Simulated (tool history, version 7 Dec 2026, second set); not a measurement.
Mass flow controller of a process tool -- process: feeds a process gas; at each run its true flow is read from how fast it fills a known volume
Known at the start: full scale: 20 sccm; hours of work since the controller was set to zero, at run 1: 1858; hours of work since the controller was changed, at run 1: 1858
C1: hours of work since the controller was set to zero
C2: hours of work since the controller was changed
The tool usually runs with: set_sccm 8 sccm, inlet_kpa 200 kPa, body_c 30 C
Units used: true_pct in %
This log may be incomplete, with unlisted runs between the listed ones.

Run 1, hour 0: usual settings; C1 1858; C2 1858. Result: true_pct 97.93 %.
Run 2, hour 81.6: usual settings but set_sccm 5 sccm; C1 1919; C2 1919. Result: true_pct 96.7 %.
Run 3, hour 117.8: usual settings but body_c 22 C; C1 1946; C2 1946. Result: true_pct 97.03 %.
Run 4, hour 184.2: usual settings; C1 1996; C2 1996. Result: true_pct 97.73 %.
Run 5, hour 258.2: usual settings; C1 2052; C2 2052. Result: true_pct 97.85 %.
Run 6, hour 292.7: usual settings but body_c 23 C; C1 2077; C2 2077. Result: true_pct 96.98 %.
Run 7, hour 338.7: usual settings but set_sccm 13 sccm; C1 2112; C2 2112. Result: true_pct 98.93 %.
Run 8, hour 384.3: usual settings but set_sccm 13 sccm; C1 2146; C2 2146. Result: true_pct 99.06 %.
Run 9, hour 429.3: usual settings; C1 2180; C2 2180. Result: true_pct 97.74 %.
Run 10, hour 476.4: usual settings; C1 2215; C2 2215. Result: true_pct 97.7 %.
Run 11, hour 518.3: usual settings; C1 2247; C2 2247. Result: true_pct 97.48 %.
Run 12, hour 586.3: usual settings; C1 2298; C2 2298. Result: true_pct 97.72 %.
Run 13, hour 637.1: usual settings; C1 2336; C2 2336. Result: true_pct 97.65 %.
Run 14, hour 713.1: usual settings but set_sccm 4 sccm, inlet_kpa 191 kPa; C1 2393; C2 2393. Result: true_pct 95.29 %.
Run 15, hour 758.7: usual settings but set_sccm 4 sccm, inlet_kpa 199 kPa, body_c 24 C; C1 2427; C2 2427. Result: true_pct 94.81 %.
Run 16, hour 804.8: usual settings but set_sccm 6 sccm, inlet_kpa 245 kPa, body_c 39 C; C1 2462; C2 2462. Result: true_pct 97.66 %.
Run 17, hour 847.8: usual settings but set_sccm 6 sccm, inlet_kpa 245 kPa, body_c 39 C; C1 2494; C2 2494. Result: true_pct 97.59 %.
Run 18, hour 895.2: usual settings but inlet_kpa 248 kPa, body_c 23 C; C1 2530; C2 2530. Result: true_pct 97 %.
Run 19, hour 933.8: usual settings but set_sccm 18 sccm, inlet_kpa 192 kPa, body_c 29 C; C1 2559; C2 2559. Result: true_pct 99.68 %.
Run 20, hour 968.2: usual settings but set_sccm 18 sccm, inlet_kpa 192 kPa, body_c 29 C; C1 2585; C2 2585. Result: true_pct 99.58 %.
Run 21, hour 1046.2: usual settings but set_sccm 18 sccm, inlet_kpa 192 kPa, body_c 29 C; C1 2643; C2 2643. Result: true_pct 99.53 %.
Run 22, hour 1083.9: usual settings but set_sccm 5 sccm, body_c 25 C; C1 2671; C2 2671. Result: true_pct 95.47 %.
Run 23, hour 1159.9: usual settings but set_sccm 5 sccm, body_c 25 C; C1 2728; C2 2728. Result: true_pct 95.4 %.
Run 24, hour 1212.1: usual settings but set_sccm 2 sccm, body_c 21 C; C1 2768; C2 2768. Result: true_pct 89.79 %.
Run 25, hour 1257.5: usual settings but set_sccm 2 sccm, body_c 35 C; C1 2802; C2 2802. Result: true_pct 91.02 %.
Run 26, hour 1294.2: usual settings but set_sccm 2 sccm, inlet_kpa 274 kPa, body_c 28 C; C1 2829; C2 2829. Result: true_pct 90.44 %.

Below, some changes in true_pct between adjacent runs. For each, the amount present without the hidden state too (settings, incoming material, random variation) and the amount remaining for the hidden state with gauge scatter not shared by both compared results:
Unlogged tool condition in this case: flow at rest that the sensor doesn't see, % of full scale; true flow over the shown one, %; drift of the gauge itself on true_pct, %.
Run 21 -> 22: set_sccm 18 -> 5, inlet_kpa 192 -> 200, body_c 29 -> 25. true_pct -4.06 %: hidden state -2.23, all else -1.83.
Run 23 -> 24: set_sccm 5 -> 2, body_c 25 -> 21. true_pct -5.61 %: hidden state -4.83, all else -0.78.

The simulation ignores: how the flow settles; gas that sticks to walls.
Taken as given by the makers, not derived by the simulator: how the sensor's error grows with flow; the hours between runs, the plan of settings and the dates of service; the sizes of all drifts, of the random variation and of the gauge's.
